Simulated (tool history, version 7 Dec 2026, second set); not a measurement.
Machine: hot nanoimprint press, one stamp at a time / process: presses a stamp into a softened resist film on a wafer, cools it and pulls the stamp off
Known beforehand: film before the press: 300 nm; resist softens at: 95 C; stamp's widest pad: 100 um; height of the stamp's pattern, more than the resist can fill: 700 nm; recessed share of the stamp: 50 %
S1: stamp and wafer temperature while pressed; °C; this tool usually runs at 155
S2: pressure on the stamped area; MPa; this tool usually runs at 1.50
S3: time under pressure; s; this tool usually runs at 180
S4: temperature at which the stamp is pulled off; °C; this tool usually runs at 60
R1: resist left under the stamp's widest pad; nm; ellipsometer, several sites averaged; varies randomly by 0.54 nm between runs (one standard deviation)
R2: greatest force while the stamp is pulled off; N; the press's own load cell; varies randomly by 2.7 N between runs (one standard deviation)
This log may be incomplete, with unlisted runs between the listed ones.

run,day,S1,S2,S3,S4,R1,R2
1,0.000,155,1.50,180,60,140.1,126
2,0.525,155,1.50,180,60,140.0,129
3,1.229,155,1.50,180,60,139.6,127
4,1.708,162,1.50,180,60,101.4,133
5,2.379,155,1.50,180,60,138.8,127
6,3.188,155,1.50,180,60,139.2,127
7,3.592,155,1.49,180,60,138.8,128
8,4.029,155,1.49,180,60,139.1,130
9,4.529,155,1.50,180,60,139.0,124
10,5.117,155,1.50,180,60,138.0,131
11,5.546,155,1.50,180,60,137.2,126
12,5.925,150,1.50,180,60,172.1,130
13,6.458,161,1.36,181,60,110.1,131
14,7.333,161,1.36,181,60,110.0,132
15,8.062,161,1.36,181,60,109.3,129
# day 8.733: gauge calibrated
16,8.796,161,1.36,181,60,111.9,135
17,9.358,161,2.17,199,60,84.2,131

Below are 3 alternative next runs, each starting from the tool's condition after run 17. Predict each:
A,10.117,146,2.17,199,48,?,?
B,10.117,165,2.17,199,60,?,?
C,10.117,164,1.50,320,52,?,?

run,R1,R2
A,172.5,140
B,71.1,127
C,74.1,137
With no hidden state in the tool, these same runs would have given:
run,R1,R2
A,173.3,138
B,71.4,125
C,74.5,135

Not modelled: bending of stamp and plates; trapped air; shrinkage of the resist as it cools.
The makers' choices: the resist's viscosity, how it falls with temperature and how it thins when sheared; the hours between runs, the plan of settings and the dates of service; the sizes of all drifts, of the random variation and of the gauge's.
